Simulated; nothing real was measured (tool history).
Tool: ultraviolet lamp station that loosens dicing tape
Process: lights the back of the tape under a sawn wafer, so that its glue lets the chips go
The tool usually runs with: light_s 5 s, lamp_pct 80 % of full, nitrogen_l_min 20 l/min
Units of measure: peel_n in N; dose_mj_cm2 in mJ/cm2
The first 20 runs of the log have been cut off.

run,hour,light_s,lamp_pct,nitrogen_l_min,peel_n,dose_mj_cm2
21,432.5,3,80,20,1.723,226
22,449.9,8,86,20,0.366,638
23,470.4,4,87,20,1.045,324
24,487.3,5,80,9,1.294,366
25,504.5,3,80,21,1.755,220
26,522.5,5,80,22,0.916,363
27,548.3,3,63,22,2.06,170
28,577,4,85,33,0.965,294
29,597.5,4,90,15,1.334,311
30,610.7,7,94,17,0.506,564
31,636.1,4,66,10,2.086,223
32,651.9,4,93,10,1.533,313
33,676.8,4,93,10,1.537,309
34,704.1,8,80,21,0.531,521
35,716.4,8,90,10,0.62,584
36,734.1,3,94,12,2.028,230
37,748.4,5,62,40,1.246,246
38,762.2,3,86,40,1.543,203
39,775.5,3,86,19,1.881,202
40,792.2,3,86,19,1.951,203
41,804.6,3,86,19,1.997,201
42,819.3,3,78,10,2.509,179

Branching from run 42: 5 alternative next runs. What would each branch give?
A,847.1,7,80,13,?,?
B,847.1,3,96,10,?,?
C,847.1,5,98,21,?,?
D,847.1,2,95,11,?,?
E,847.1,6,81,16,?,?

run,peel_n,dose_mj_cm2
A,0.899,423
B,2.172,212
C,0.875,371
D,2.859,142
E,1.033,370
What these runs would have given with no unlogged condition in the tool:
run,peel_n,dose_mj_cm2
A,0.474,628
B,1.467,317
C,0.456,550
D,2.165,211
E,0.552,548
